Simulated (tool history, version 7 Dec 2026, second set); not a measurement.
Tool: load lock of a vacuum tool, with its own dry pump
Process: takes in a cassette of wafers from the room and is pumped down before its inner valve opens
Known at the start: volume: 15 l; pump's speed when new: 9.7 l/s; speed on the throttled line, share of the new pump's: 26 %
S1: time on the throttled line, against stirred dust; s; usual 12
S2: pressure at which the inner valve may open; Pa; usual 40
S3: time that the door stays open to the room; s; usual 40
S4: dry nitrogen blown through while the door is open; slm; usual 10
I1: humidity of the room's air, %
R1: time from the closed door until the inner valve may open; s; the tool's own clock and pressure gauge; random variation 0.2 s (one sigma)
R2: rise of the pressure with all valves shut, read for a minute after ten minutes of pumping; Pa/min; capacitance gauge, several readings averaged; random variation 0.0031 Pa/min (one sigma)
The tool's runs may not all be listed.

run      day  S1  S2  S3  S4    I1    R1     R2
  1        0  12  40  40  10  47.1  20.7  0.097
  2   12.471  12  40  40  10  44.7  21.5  0.107
  3   29.346  12  40  40  10  47.5  21.4  0.131
  4   49.725  12  40  40  10  46.2  21.3  0.163
  5   62.075  12  40  65  10  43.5  21.6  0.204
  6   78.979  12  40  65  10    45  20.9  0.237
  7   99.938  12  40  65  10    47  21.1  0.293
  8  115.692  11  40  65  21  48.6    21  0.315
  9  130.567  11  40  65  21    47    21  0.355
 10  152.992  18  49  41   8  44.2  25.7  0.434
 11  170.096  12  40  58  39  47.5  21.8  0.462
 12  189.692  12  51  40  10  43.1  21.6  0.543
 13  212.992  12  51  40  10  45.2  21.3  0.644

The same runs without the tool's hidden state, with the same run-to-run variation:
The hidden state here: pump's speed, % of a new pump's; leak at the door's seal, Pa l/s; drift of the gauge itself on ready_s, %; drift of the gauge itself on rise_pa_min, %.
run    R1     R2
  1  20.5  0.068
  2  21.2  0.063
  3    21  0.065
  4  20.9  0.065
  5  21.1  0.078
  6  20.4  0.077
  7  20.5   0.08
  8  20.4  0.065
  9  20.2  0.062
 10  25.1  0.069
 11  20.9  0.044
 12  20.7  0.066
 13  20.3  0.066
